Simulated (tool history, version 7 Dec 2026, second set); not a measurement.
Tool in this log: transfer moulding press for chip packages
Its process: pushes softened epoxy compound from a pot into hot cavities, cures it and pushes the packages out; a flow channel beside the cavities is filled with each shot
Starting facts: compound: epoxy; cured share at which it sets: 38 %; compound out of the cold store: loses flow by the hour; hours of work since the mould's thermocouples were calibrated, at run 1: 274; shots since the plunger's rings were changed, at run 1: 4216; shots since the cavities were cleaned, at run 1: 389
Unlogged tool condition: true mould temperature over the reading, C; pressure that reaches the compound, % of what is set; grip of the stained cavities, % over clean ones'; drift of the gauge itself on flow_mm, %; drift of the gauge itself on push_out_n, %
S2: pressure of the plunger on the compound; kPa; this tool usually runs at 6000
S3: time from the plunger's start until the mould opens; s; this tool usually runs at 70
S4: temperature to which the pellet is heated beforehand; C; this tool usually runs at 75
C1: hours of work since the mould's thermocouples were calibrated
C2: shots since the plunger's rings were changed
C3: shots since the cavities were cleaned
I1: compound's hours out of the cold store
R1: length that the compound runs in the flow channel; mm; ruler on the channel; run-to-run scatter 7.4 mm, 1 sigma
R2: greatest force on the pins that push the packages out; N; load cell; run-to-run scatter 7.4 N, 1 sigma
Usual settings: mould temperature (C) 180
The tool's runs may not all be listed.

run 1 day=0 | mould_temperature_(C)=180 S2=6000 S3=70 S4=75 | C1=274 C2=4216 C3=389 | I1=23.3 | R1=811 R2=308
-- day=0.454 plunger's sealing rings changed
run 2 day=0.717 | mould_temperature_(C)=180 S2=6000 S3=70 S4=75 | C1=282 C2=79 C3=574 | I1=38.1 | R1=764 R2=294
run 3 day=1.525 | mould_temperature_(C)=180 S2=6000 S3=70 S4=75 | C1=292 C2=324 C3=819 | I1=23.3 | R1=806 R2=302
run 4 day=2.112 | mould_temperature_(C)=180 S2=6000 S3=70 S4=75 | C1=300 C2=504 C3=999 | I1=46.3 | R1=752 R2=310
-- day=2.617 cavities cleaned with cleaning compound and waxed
run 5 day=2.742 | mould_temperature_(C)=180 S2=6000 S3=70 S4=68 | C1=307 C2=675 C3=38 | I1=24.4 | R1=804 R2=323
run 6 day=3.412 | mould_temperature_(C)=180 S2=6000 S3=70 S4=75 | C1=316 C2=879 C3=242 | I1=11.7 | R1=836 R2=301
run 7 day=4.062 | mould_temperature_(C)=180 S2=6000 S3=70 S4=75 | C1=324 C2=1076 C3=439 | I1=32.4 | R1=790 R2=288
run 8 day=4.692 | mould_temperature_(C)=180 S2=5680 S3=70 S4=75 | C1=332 C2=1267 C3=630 | I1=35.5 | R1=760 R2=298
run 9 day=5.529 | mould_temperature_(C)=180 S2=5680 S3=70 S4=75 | C1=343 C2=1521 C3=884 | I1=38.7 | R1=745 R2=285
run 10 day=5.946 | mould_temperature_(C)=180 S2=5680 S3=70 S4=75 | C1=348 C2=1648 C3=1011 | I1=9.4 | R1=830 R2=323
-- day=6.35 cavities cleaned with cleaning compound and waxed
run 11 day=6.475 | mould_temperature_(C)=176 S2=5800 S3=54 S4=75 | C1=354 C2=1789 C3=38 | I1=35.6 | R1=769 R2=739
run 12 day=6.925 | mould_temperature_(C)=181 S2=7430 S3=82 S4=72 | C1=360 C2=1926 C3=175 | I1=40.2 | R1=850 R2=207
run 13 day=7.75 | mould_temperature_(C)=180 S2=7040 S3=70 S4=75 | C1=370 C2=2176 C3=425 | I1=28 | R1=857 R2=307
run 14 day=8.429 | mould_temperature_(C)=180 S2=4650 S3=70 S4=83 | C1=379 C2=2381 C3=630 | I1=29.1 | R1=705 R2=313
run 15 day=9.054 | mould_temperature_(C)=184 S2=4650 S3=70 S4=84 | C1=387 C2=2571 C3=820 | I1=42.7 | R1=666 R2=244
run 16 day=9.462 | mould_temperature_(C)=175 S2=6000 S3=70 S4=75 | C1=392 C2=2695 C3=944 | I1=44.8 | R1=758 R2=393

Branching from run 16: 3 alternative next runs. What would each branch give?
run A day=10.008 | mould_temperature_(C)=175 S2=6000 S3=61 S4=78 | C1=399 C2=2860 C3=1109 | I1=21.5 | R1=? R2=?
run B day=10.008 | mould_temperature_(C)=185 S2=6000 S3=70 S4=72 | C1=399 C2=2860 C3=1109 | I1=45 | R1=? R2=?
run C day=10.008 | mould_temperature_(C)=180 S2=5520 S3=70 S4=76 | C1=399 C2=2860 C3=1109 | I1=30.4 | R1=? R2=?

run=A R1=826 R2=625
run=B R1=752 R2=222
run=C R1=758 R2=292
Take away the tool's hidden state, keep each run's random variation, and the runs would have read:
run=A R1=826 R2=619
run=B R1=752 R2=219
run=C R1=758 R2=289

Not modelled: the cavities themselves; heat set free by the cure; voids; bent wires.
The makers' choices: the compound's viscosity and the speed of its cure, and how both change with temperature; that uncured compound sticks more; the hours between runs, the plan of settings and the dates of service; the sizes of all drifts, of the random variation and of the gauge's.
